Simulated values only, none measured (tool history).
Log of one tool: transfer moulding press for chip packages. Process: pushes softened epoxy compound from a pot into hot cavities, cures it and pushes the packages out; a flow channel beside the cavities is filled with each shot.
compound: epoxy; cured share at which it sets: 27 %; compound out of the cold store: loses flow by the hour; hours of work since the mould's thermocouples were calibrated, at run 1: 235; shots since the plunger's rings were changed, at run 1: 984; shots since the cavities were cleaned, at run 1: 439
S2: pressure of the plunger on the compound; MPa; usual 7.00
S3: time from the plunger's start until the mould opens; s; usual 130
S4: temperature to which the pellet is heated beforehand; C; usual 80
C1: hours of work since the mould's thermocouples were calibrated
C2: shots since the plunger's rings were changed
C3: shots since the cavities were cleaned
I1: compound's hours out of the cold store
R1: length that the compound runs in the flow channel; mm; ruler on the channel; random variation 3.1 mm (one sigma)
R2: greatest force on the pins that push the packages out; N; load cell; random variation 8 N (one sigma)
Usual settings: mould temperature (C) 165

run 1 hour=0.0 | mould_temperature_(C)=165 S2=7.00 S3=130 S4=80 | C1=235 C2=984 C3=439 | I1=11.2 | R1=681 R2=477
run 2 hour=7.5 | mould_temperature_(C)=165 S2=7.00 S3=130 S4=80 | C1=239 C2=1033 C3=488 | I1=18.8 | R1=661 R2=481
run 3 hour=19.3 | mould_temperature_(C)=165 S2=7.00 S3=130 S4=80 | C1=244 C2=1109 C3=564 | I1=17.1 | R1=661 R2=494
-- hour=26.4 cavities cleaned with cleaning compound and waxed
run 4 hour=32.1 | mould_temperature_(C)=165 S2=7.00 S3=138 S4=80 | C1=250 C2=1182 C3=37 | I1=15.8 | R1=659 R2=527
run 5 hour=45.2 | mould_temperature_(C)=165 S2=7.00 S3=124 S4=80 | C1=256 C2=1267 C3=122 | I1=10.9 | R1=674 R2=656
run 6 hour=54.9 | mould_temperature_(C)=165 S2=7.00 S3=124 S4=80 | C1=260 C2=1329 C3=184 | I1=41.0 | R1=595 R2=633
-- hour=64.0 cavities cleaned with cleaning compound and waxed, once more
run 7 hour=72.1 | mould_temperature_(C)=165 S2=7.00 S3=124 S4=80 | C1=267 C2=1431 C3=53 | I1=8.6 | R1=679 R2=416
run 8 hour=88.8 | mould_temperature_(C)=165 S2=7.00 S3=130 S4=80 | C1=275 C2=1538 C3=160 | I1=42.2 | R1=586 R2=401
run 9 hour=102.7 | mould_temperature_(C)=165 S2=6.08 S3=130 S4=80 | C1=282 C2=1628 C3=250 | I1=12.9 | R1=619 R2=453
run 10 hour=120.3 | mould_temperature_(C)=165 S2=7.00 S3=130 S4=80 | C1=290 C2=1741 C3=363 | I1=39.1 | R1=599 R2=472
run 11 hour=130.4 | mould_temperature_(C)=165 S2=7.00 S3=130 S4=80 | C1=294 C2=1807 C3=429 | I1=31.0 | R1=621 R2=472
run 12 hour=142.2 | mould_temperature_(C)=165 S2=7.00 S3=130 S4=80 | C1=300 C2=1883 C3=505 | I1=47.8 | R1=578 R2=485
-- hour=158.8 cavities cleaned with cleaning compound and waxed
run 13 hour=160.5 | mould_temperature_(C)=165 S2=7.00 S3=130 S4=80 | C1=308 C2=1992 C3=12 | I1=17.2 | R1=654 R2=383
run 14 hour=175.1 | mould_temperature_(C)=165 S2=7.00 S3=130 S4=80 | C1=315 C2=2085 C3=105 | I1=21.7 | R1=645 R2=412
run 15 hour=186.3 | mould_temperature_(C)=165 S2=7.00 S3=130 S4=80 | C1=320 C2=2158 C3=178 | I1=10.2 | R1=670 R2=412
run 16 hour=197.3 | mould_temperature_(C)=165 S2=7.99 S3=161 S4=80 | C1=325 C2=2229 C3=249 | I1=20.1 | R1=685 R2=369
run 17 hour=214.7 | mould_temperature_(C)=165 S2=8.66 S3=112 S4=80 | C1=333 C2=2341 C3=361 | I1=43.1 | R1=637 R2=568
run 18 hour=230.2 | mould_temperature_(C)=169 S2=8.66 S3=112 S4=76 | C1=340 C2=2441 C3=461 | I1=39.0 | R1=649 R2=494
run 19 hour=243.9 | mould_temperature_(C)=167 S2=7.00 S3=130 S4=80 | C1=346 C2=2529 C3=549 | I1=18.1 | R1=642 R2=469
-- hour=253.0 cavities cleaned with cleaning compound and waxed
run 20 hour=253.0 | mould_temperature_(C)=167 S2=7.00 S3=130 S4=80 | C1=350 C2=2579 C3=0 | I1=37.5 | R1=589 R2=364
run 21 hour=266.1 | mould_temperature_(C)=167 S2=7.00 S3=130 S4=80 | C1=356 C2=2663 C3=84 | I1=46.9 | R1=563 R2=369
run 22 hour=278.9 | mould_temperature_(C)=167 S2=7.00 S3=130 S4=80 | C1=362 C2=2746 C3=167 | I1=21.1 | R1=625 R2=401
run 23 hour=295.3 | mould_temperature_(C)=165 S2=8.53 S3=130 S4=80 | C1=370 C2=2851 C3=272 | I1=36.8 | R1=651 R2=455
run 24 hour=306.3 | mould_temperature_(C)=165 S2=8.53 S3=130 S4=80 | C1=375 C2=2922 C3=343 | I1=36.6 | R1=652 R2=464
run 25 hour=321.4 | mould_temperature_(C)=166 S2=7.19 S3=130 S4=78 | C1=382 C2=3020 C3=441 | I1=37.9 | R1=601 R2=463
run 26 hour=339.4 | mould_temperature_(C)=163 S2=7.00 S3=139 S4=80 | C1=390 C2=3136 C3=557 | I1=36.8 | R1=595 R2=506
-- hour=347.4 cavities cleaned with cleaning compound and waxed
run 27 hour=349.1 | mould_temperature_(C)=170 S2=7.00 S3=113 S4=80 | C1=394 C2=3189 C3=11 | I1=42.7 | R1=565 R2=339
run 28 hour=357.8 | mould_temperature_(C)=159 S2=7.59 S3=137 S4=80 | C1=398 C2=3245 C3=67 | I1=10.9 | R1=711 R2=566

4 ways to go on from here, each from the tool as it stands after run 28. What would each give?
run A hour=374.0 | mould_temperature_(C)=170 S2=7.00 S3=130 S4=71 | C1=405 C2=3350 C3=172 | I1=14.8 | R1=? R2=?
run B hour=374.0 | mould_temperature_(C)=159 S2=6.28 S3=137 S4=80 | C1=405 C2=3350 C3=172 | I1=36.5 | R1=? R2=?
run C hour=374.0 | mould_temperature_(C)=168 S2=7.59 S3=161 S4=79 | C1=405 C2=3350 C3=172 | I1=12.8 | R1=? R2=?
run D hour=374.0 | mould_temperature_(C)=165 S2=7.00 S3=133 S4=88 | C1=405 C2=3350 C3=172 | I1=27.5 | R1=? R2=?

run=A R1=635 R2=362
run=B R1=577 R2=575
run=C R1=676 R2=351
run=D R1=615 R2=401
Without the tool's hidden state the same runs would have given:
run=A R1=663 R2=307
run=B R1=602 R2=471
run=C R1=706 R2=300
run=D R1=643 R2=334
